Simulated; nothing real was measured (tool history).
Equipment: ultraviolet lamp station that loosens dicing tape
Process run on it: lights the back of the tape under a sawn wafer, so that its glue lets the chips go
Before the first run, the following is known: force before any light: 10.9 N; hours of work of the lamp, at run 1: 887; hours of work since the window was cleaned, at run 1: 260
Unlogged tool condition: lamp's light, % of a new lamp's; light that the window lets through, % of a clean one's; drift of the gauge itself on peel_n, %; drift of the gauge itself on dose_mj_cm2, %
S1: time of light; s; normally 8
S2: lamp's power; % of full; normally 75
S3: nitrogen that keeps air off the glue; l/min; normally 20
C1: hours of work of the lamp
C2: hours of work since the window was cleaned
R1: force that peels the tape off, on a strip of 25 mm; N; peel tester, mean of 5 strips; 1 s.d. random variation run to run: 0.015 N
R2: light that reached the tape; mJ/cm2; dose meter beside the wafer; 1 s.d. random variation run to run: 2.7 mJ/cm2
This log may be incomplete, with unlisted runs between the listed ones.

run,hour,S1,S2,S3,C1,C2,R1,R2
1,0,8,75,20,887,260,1.719,247
2,47.2,8,75,20,907,280,1.756,247
3,74.6,8,75,16,919,292,1.841,247
4,119.7,8,75,16,938,312,1.867,239
5,153.3,8,75,6,953,326,2.698,243
6,205.5,8,75,6,975,349,2.747,239
7,235.3,8,75,6,988,362,2.813,234
8,276,8,75,6,1006,379,2.913,230
9,316.8,4,75,6,1023,397,5.472,112
10,345.1,8,75,20,1035,409,1.954,227
11,393.3,8,75,20,1056,430,1.948,225
12,430.4,8,75,20,1072,446,2.021,227
13,479.5,8,75,20,1093,467,2.131,217
14,508.1,8,75,20,1106,479,2.126,215
15,541.3,8,75,20,1120,493,2.144,214
16,563.3,8,75,20,1129,503,2.193,211
17,606.1,11,75,20,1148,521,1.249,295
18,638,8,86,20,1162,535,1.795,238
19,661.8,8,88,20,1172,545,1.776,243
20,701.5,8,75,29,1189,563,2.041,206
21,748.2,8,75,29,1209,583,2.16,201
22,777.3,4,75,29,1222,595,4.766,105
# hour 786.1: lamp changed
# hour 800.1: window cleaned of glue's vapour
23,802.5,4,75,29,7,1,2.452,186
24,833.5,4,75,29,20,14,2.521,183
25,880.7,8,75,37,41,35,0.574,371
26,917.9,8,75,37,57,51,0.609,361
27,946.3,8,75,37,69,63,0.59,363
28,991.3,8,75,20,88,82,0.804,360
29,1019.8,8,75,18,101,95,0.843,358
30,1051.4,5,65,40,114,108,2.263,188
31,1082.1,12,62,11,127,122,0.662,439
32,1119.7,5,62,12,144,138,3.197,182
33,1146.6,11,79,19,155,149,0.323,508
34,1178.8,8,86,21,169,163,0.6,400
35,1215.9,12,86,27,185,179,0.197,592
36,1252.4,12,86,27,201,195,0.218,580
37,1295.4,6,99,17,219,213,0.989,333
38,1335.3,5,88,7,237,231,2.394,245
39,1360.9,8,75,30,248,242,0.794,336
40,1383.1,10,75,23,257,251,0.511,418
41,1415.2,8,75,7,271,265,1.467,334
42,1461.2,8,75,7,291,285,1.52,328
43,1505.8,8,75,7,310,304,1.565,322

Below are 3 alternative next runs, each starting from the tool's condition after run 43. Predict each:
A,1549.8,7,75,20,329,323,?,?
B,1549.8,8,75,16,329,323,?,?
C,1549.8,14,80,12,329,323,?,?

run,R1,R2
A,1.313,283
B,1.113,319
C,0.289,601
The same runs, with their run-to-run variation unchanged, on a tool lacking any hidden condition would have given:
run,R1,R2
A,0.936,332
B,0.778,374
C,0.204,705
